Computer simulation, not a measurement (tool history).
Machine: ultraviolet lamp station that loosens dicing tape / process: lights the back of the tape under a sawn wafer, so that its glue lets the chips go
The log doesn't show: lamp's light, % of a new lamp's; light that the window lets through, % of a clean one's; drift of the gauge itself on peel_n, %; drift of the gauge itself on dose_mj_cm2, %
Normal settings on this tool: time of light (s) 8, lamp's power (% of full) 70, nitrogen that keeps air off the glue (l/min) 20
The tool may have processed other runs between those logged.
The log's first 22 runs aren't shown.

run	hour	time of light (s)	lamp's power (% of full)	nitrogen that keeps air off the glue (l/min)	hours of work of the lamp	hours of work since the window was cleaned	force that peels the tape off (N)	light that reached the tape (mJ/cm2)
# hour 1011.2: lamp changed
23	1019.9	5	71	22	5	264	1.201	117
24	1058.7	5	75	22	29	288	1.087	113
25	1096.9	5	85	34	52	311	0.764	132
26	1152.7	5	85	26	86	345	0.874	131
27	1213.6	5	85	26	123	382	0.900	131
28	1243.3	5	75	26	141	400	1.138	111
29	1276.6	8	80	20	161	420	0.534	192
30	1315.6	8	80	36	185	444	0.375	188
31	1370.6	5	70	20	219	477	1.423	102
32	1437.1	10	99	6	259	518	0.631	281
33	1467.2	10	99	22	277	536	0.228	281
# hour 1527.4: window cleaned of glue's vapour
34	1529.1	10	99	22	315	1	0.162	320
35	1579.2	11	89	9	345	31	0.372	313
36	1621.5	11	75	9	371	57	0.575	257
37	1653.2	11	75	9	390	77	0.551	254
38	1718.1	8	73	20	430	116	0.642	174
39	1766.9	6	69	9	459	146	1.577	123
40	1826.1	6	75	9	495	182	1.456	132

Alternative continuations, all from the tool just after run 40; predict every row:
A	1858.7	4	76	9	515	201	?	?
B	1858.7	6	86	30	515	201	?	?
C	1858.7	6	79	31	515	201	?	?
D	1858.7	6	70	34	515	201	?	?
E	1858.7	6	65	9	515	201	?	?

run	force that peels the tape off (N)	light that reached the tape (mJ/cm2)
A	2.102	86
B	0.657	147
C	0.762	137
D	0.861	125
E	1.728	116
Had the tool no hidden state, the same runs would have come out as:
run	force that peels the tape off (N)	light that reached the tape (mJ/cm2)
A	1.862	101
B	0.490	172
C	0.578	160
D	0.666	146
E	1.481	135
